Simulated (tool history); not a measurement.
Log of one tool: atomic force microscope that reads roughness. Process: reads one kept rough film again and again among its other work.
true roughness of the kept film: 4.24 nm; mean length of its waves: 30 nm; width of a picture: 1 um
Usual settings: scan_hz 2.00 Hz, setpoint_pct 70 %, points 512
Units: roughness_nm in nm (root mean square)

run,hour,scan_hz,setpoint_pct,points,roughness_nm
1,0.0,2.00,70,512,2.866
2,11.5,2.00,70,423,2.822
3,22.9,0.62,70,512,2.999
4,34.8,0.62,73,512,2.952
5,45.8,0.62,73,512,2.918
6,54.3,0.62,73,512,2.860
7,71.0,2.00,63,512,2.742
8,83.1,2.00,70,512,2.621
9,101.1,2.20,70,512,2.531
# hour 109.7: new tip fitted
10,117.4,2.20,70,512,3.260
11,126.3,2.20,70,512,3.254
12,137.9,2.20,70,512,3.193
13,153.3,2.20,70,512,3.099
14,169.3,0.69,70,512,3.306
15,186.6,2.00,71,512,3.015
16,196.2,2.00,71,512,2.961
17,206.7,2.00,71,512,2.928
18,214.5,0.67,71,512,3.133
19,226.2,0.67,71,512,3.099
20,239.6,2.00,70,512,2.836
21,249.3,2.00,70,512,2.810
22,257.7,1.36,70,379,2.867
23,271.0,1.36,70,379,2.820
24,288.4,1.36,70,379,2.765
25,305.6,1.36,70,379,2.702
26,319.0,2.53,56,512,2.728
# hour 325.2: new tip fitted
27,329.3,0.73,66,512,3.535
28,338.6,3.27,83,746,2.632
29,354.8,3.27,83,746,2.592
30,373.0,2.00,70,529,3.100
31,382.2,2.00,70,529,3.075
32,394.7,0.60,65,332,3.240
33,412.1,1.77,87,332,2.640
34,421.0,2.29,70,330,2.874
35,429.5,2.29,70,330,2.829
36,444.4,2.29,70,330,2.785
37,461.7,3.33,64,1006,2.736
38,470.1,0.92,64,516,2.950
39,483.1,0.92,64,356,2.911
40,495.4,2.91,69,500,2.572

Measured less the same run without the tool's hidden state. The same run-to-run variation is in both; the gauge's scatter may not be:
The hidden state here: radius of the tip, nm; height scale over the true one, %; drift of the gauge itself on roughness_nm, %.
run,roughness_nm
1,-0.490
2,-0.519
3,-0.597
4,-0.636
5,-0.676
6,-0.695
7,-0.729
8,-0.742
9,-0.780
10,-0.039
11,-0.079
12,-0.131
13,-0.198
14,-0.285
15,-0.330
16,-0.370
17,-0.409
18,-0.475
19,-0.512
20,-0.517
21,-0.553
22,-0.594
23,-0.634
24,-0.689
25,-0.737
26,-0.794
27,-0.075
28,-0.092
29,-0.151
30,-0.254
31,-0.291
32,-0.372
33,-0.367
34,-0.435
35,-0.459
36,-0.512
37,-0.568
38,-0.649
39,-0.691
40,-0.652
